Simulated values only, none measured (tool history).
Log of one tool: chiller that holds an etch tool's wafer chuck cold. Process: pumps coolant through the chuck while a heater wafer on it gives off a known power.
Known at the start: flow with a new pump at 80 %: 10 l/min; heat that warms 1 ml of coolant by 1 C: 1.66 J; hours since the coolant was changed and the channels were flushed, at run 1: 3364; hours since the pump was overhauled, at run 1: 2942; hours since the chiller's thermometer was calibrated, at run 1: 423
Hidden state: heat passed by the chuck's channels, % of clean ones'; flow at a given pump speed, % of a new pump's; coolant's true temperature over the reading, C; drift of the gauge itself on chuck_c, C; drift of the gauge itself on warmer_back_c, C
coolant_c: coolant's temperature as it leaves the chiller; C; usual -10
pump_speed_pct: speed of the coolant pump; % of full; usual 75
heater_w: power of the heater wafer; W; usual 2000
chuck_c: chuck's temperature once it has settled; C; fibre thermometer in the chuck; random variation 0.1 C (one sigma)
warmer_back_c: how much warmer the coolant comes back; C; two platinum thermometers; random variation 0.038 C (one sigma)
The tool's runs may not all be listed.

run   hour  coolant_c  pump_speed_pct  heater_w  hours since the coolant was changed and the channels were flushed  hours since the pump was overhauled  hours since the chiller's thermometer was calibrated  chuck_c  warmer_back_c
  1      0        -10              75      2000                                                               3364                                 2942                                                   423     11.7           7.78
  2   60.1        -13              75      2000                                                               3424                                 3003                                                   483      8.9           7.66
  3  125.2        -10              75      2120                                                               3489                                 3068                                                   548     13.3           8.18
  4  190.1        -10              91      2000                                                               3554                                 3133                                                   613      8.3           6.22
  5  259.5        -10              91      2000                                                               3624                                 3202                                                   682      8.4           6.18
  6    307        -10              77      2000                                                               3671                                 3249                                                   730     11.3            7.4
  7  358.2        -10              75      2000                                                               3722                                 3301                                                   781     11.9           7.55
  8  403.5        -10              76      2000                                                               3768                                 3346                                                   826     11.6           7.39
  9  458.3        -19              68      1481                                                               3823                                 3401                                                   881     -1.2           6.03
 10  528.3        -19              90      1481                                                               3893                                 3471                                                   951     -5.1           4.45
 11  576.3        -19              90      1481                                                               3941                                 3519                                                   999     -5.3           4.47
 12  653.2        -11              80      1481                                                               4017                                 3596                                                  1076      4.4           5.02
 13  702.2        -11              80      1481                                                               4066                                 3645                                                  1125      4.1           4.94

4 ways to go on from here, each from the tool as it stands after run 13. What would each give?
  A   765        -14              87      1233                                                               4129                                 3707                                                  1188        ?              ?
  B   765        -10              70      2000                                                               4129                                 3707                                                  1188        ?              ?
  C   765        -13              88      1481                                                               4129                                 3707                                                  1188        ?              ?
  D   765        -10              66      2324                                                               4129                                 3707                                                  1188        ?              ?

run  chuck_c  warmer_back_c
  A     -2.4           3.66
  B     13.2           7.86
  C        1           4.39
  D     18.5           9.85
Without the tool's hidden state the same runs would have given:
run  chuck_c  warmer_back_c
  A     -2.4            4.1
  B     13.2            8.3
  C        1           4.84
  D     18.5          10.29
